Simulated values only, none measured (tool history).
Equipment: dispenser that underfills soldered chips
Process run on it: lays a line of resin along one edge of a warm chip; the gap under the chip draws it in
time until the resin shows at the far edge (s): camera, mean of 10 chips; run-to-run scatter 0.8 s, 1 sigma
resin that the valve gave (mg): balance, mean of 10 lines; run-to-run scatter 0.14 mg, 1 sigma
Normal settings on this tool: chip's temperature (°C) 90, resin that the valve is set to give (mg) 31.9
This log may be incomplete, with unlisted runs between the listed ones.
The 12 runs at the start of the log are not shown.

run   hour  chip's temperature (°C)  resin that the valve is set to give (mg)  hours of work since the syringe was changed  hours of work since the valve was cleaned  hours of work since the stage was calibrated  time until the resin shows at the far edge (s)  resin that the valve gave (mg)
 13   70.4                       92                                      31.9                                            9                                         54                                           175                                           129.3                           30.79
      74.7  -- new syringe of resin
 14   75.2                       90                                      28.6                                            0                                         58                                           178                                            75.6                           27.43
 15   78.9                       90                                      28.6                                            3                                         60                                           180                                            92.3                           27.48
 16   83.3                       90                                      28.6                                            6                                         63                                           183                                           111.9                           27.64
 17   88.3                       90                                      28.6                                            9                                         66                                           187                                           137.6                           27.36
      93.1  -- new syringe of resin
 18   95.4                       90                                      28.6                                            2                                         71                                           191                                            84.1                           27.26
       100  -- dispensing valve cleaned and set on the balance
 19  101.7                       90                                      28.6                                            5                                          1                                           195                                           105.8                           28.63
 20    109                       90                                      28.6                                           10                                          6                                           200                                           148.3                           28.48
     112.8  -- new syringe of resin
 21  114.6                       83                                      30.3                                            1                                         10                                           203                                           100.4                           30.24
 22  118.7                       83                                      30.4                                            4                                         12                                           206                                           121.5                           29.98
 23  122.4                       83                                      30.4                                            6                                         15                                           208                                             143                           30.15
 24  129.2                       83                                      30.4                                           11                                         19                                           213                                           199.5                           30.15
     131.3  -- new syringe of resin
 25  135.8                       83                                      30.4                                            3                                         24                                           217                                           113.6                           30.24
 26    139                       76                                      37.4                                            5                                         26                                           219                                           165.7                           36.92
 27  144.3                       77                                      40.8                                            9                                         29                                           223                                           202.3                           40.15
     149.4  -- new syringe of resin
 28  151.5                       89                                        38                                            1                                         34                                           227                                            79.4                           36.82
 29  155.1                       89                                        38                                            4                                         36                                           230                                            94.7                           37.07
 30  162.8                       89                                        38                                            9                                         41                                           235                                           135.3                           37.23
 31    166                       89                                        38                                           11                                         44                                           237                                           154.1                           36.79
     167.5  -- new syringe of resin
 32  169.5                      102                                      36.7                                            1                                         46                                           239                                            52.3                           35.84
 33  174.4                      102                                      36.7                                            5                                         49                                           243                                            64.4                            35.6
 34    180                       82                                      38.2                                            8                                         53                                           246                                           160.9                           37.15
     185.6  -- new syringe of resin
 35  185.7                       92                                      31.9                                            0                                         56                                           250                                            65.8                           30.67
 36    192                       90                                      33.5                                            4                                         61                                           254                                            94.2                            32.4
 37  198.9                       90                                      33.5                                            9                                         65                                           259                                           129.3                           32.05

Branching from run 37: 3 alternative next runs. What would each branch give?
     203.9  -- new syringe of resin
  A   204                       83                                      39.7                                            0                                         68                                           262                                               ?                               ?
     203.9  -- new syringe of resin
  B   204                       78                                      33.5                                            0                                         68                                           262                                               ?                               ?
     203.9  -- new syringe of resin
  C   204                       82                                      27.8                                            0                                         68                                           262                                               ?                               ?

run  time until the resin shows at the far edge (s)  resin that the valve gave (mg)
  A                                            87.3                           38.12
  B                                           108.2                           32.08
  C                                              98                           26.76
Take away the tool's hidden state, keep each run's random variation, and the runs would have read:
run  time until the resin shows at the far edge (s)  resin that the valve gave (mg)
  A                                            90.4                           39.85
  B                                           111.7                           33.53
  C                                           100.2                           27.96
